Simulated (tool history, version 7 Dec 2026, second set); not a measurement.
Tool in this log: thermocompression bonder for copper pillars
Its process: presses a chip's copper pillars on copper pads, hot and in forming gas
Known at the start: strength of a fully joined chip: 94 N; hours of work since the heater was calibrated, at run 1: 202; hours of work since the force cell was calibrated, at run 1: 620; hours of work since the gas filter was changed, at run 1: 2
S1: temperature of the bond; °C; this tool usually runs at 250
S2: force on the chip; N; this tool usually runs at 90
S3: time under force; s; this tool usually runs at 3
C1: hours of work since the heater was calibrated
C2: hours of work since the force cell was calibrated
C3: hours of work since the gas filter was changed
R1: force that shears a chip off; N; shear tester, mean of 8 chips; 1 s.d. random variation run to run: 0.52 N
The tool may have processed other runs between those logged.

run 1 day=0 | S1=250 S2=90 S3=3 | C1=202 C2=620 C3=2 | R1=63.1
run 2 day=1.246 | S1=250 S2=90 S3=3 | C1=220 C2=638 C3=20 | R1=62.3
run 3 day=2.588 | S1=250 S2=90 S3=3 | C1=240 C2=658 C3=40 | R1=61.3
run 4 day=3.796 | S1=250 S2=90 S3=3 | C1=257 C2=675 C3=57 | R1=62.4
-- day=3.921 force cell calibrated
run 5 day=5.321 | S1=250 S2=90 S3=3 | C1=279 C2=21 C3=79 | R1=61.8
-- day=6.154 force cell calibrated, once more
run 6 day=6.4 | S1=250 S2=90 S3=6 | C1=294 C2=4 C3=94 | R1=74.2
run 7 day=7.204 | S1=258 S2=99 S3=3 | C1=305 C2=15 C3=105 | R1=70.3
run 8 day=8.083 | S1=258 S2=126 S3=6 | C1=318 C2=28 C3=118 | R1=85.6
run 9 day=8.912 | S1=262 S2=126 S3=5 | C1=330 C2=40 C3=130 | R1=84.5
run 10 day=10.117 | S1=262 S2=126 S3=5 | C1=348 C2=58 C3=148 | R1=85
run 11 day=10.846 | S1=262 S2=126 S3=5 | C1=359 C2=69 C3=159 | R1=84.3
run 12 day=11.746 | S1=223 S2=65 S3=4 | C1=372 C2=82 C3=172 | R1=41.1

Branching from run 12: 5 alternative next runs. What would each branch give?
run A day=12.8 | S1=263 S2=93 S3=4 | C1=387 C2=97 C3=187 | R1=?
run B day=12.8 | S1=244 S2=65 S3=3 | C1=387 C2=97 C3=187 | R1=?
run C day=12.8 | S1=258 S2=65 S3=5 | C1=387 C2=97 C3=187 | R1=?
run D day=12.8 | S1=262 S2=73 S3=2 | C1=387 C2=97 C3=187 | R1=?
run E day=12.8 | S1=272 S2=108 S3=3 | C1=387 C2=97 C3=187 | R1=?

run=A R1=73.3
run=B R1=48.4
run=C R1=64.8
run=D R1=54.5
run=E R1=79.6
Without the tool's unlogged condition, the same runs would have read:
run=A R1=76
run=B R1=51.1
run=C R1=67.7
run=D R1=57.2
run=E R1=82.2

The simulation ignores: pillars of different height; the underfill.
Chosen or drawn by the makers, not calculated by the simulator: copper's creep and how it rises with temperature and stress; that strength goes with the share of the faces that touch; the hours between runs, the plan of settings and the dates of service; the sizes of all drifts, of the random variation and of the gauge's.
